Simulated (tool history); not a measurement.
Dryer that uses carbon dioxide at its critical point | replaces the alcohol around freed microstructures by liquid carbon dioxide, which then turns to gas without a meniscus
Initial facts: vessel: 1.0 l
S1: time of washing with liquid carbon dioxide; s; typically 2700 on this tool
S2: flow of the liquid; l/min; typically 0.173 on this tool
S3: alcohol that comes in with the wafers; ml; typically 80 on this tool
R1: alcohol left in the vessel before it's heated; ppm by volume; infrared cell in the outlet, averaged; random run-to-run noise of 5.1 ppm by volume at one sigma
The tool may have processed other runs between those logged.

run	hour	S1	S2	S3	R1
1	0	2700	0.173	80	78
2	5.4	2700	0.173	80	75
3	13.1	2700	0.173	80	76
4	21	2700	0.173	80	80
5	25.8	2700	0.173	80	81
6	32.7	2700	0.173	80	75
7	40.5	2700	0.173	80	73
8	44.8	2700	0.173	80	74
9	53.9	2700	0.151	84	190
10	59.2	3540	0.233	22	2
11	64.3	2700	0.166	34	48
12	73.6	2040	0.166	34	214
13	81.9	2100	0.154	41	333
14	87.3	3960	0.122	77	67
15	93.2	1680	0.154	95	1946

4 ways to go on from here, each from the tool as it stands after run 15. What would each give?
A	99.5	2700	0.173	95	?
B	99.5	3180	0.233	70	?
C	99.5	2700	0.212	26	?
D	99.5	2700	0.11	80	?

run	R1
A	102
B	15
C	17
D	878
Without the tool's unlogged condition, the same runs would have read:
run	R1
A	81
B	10
C	10
D	758

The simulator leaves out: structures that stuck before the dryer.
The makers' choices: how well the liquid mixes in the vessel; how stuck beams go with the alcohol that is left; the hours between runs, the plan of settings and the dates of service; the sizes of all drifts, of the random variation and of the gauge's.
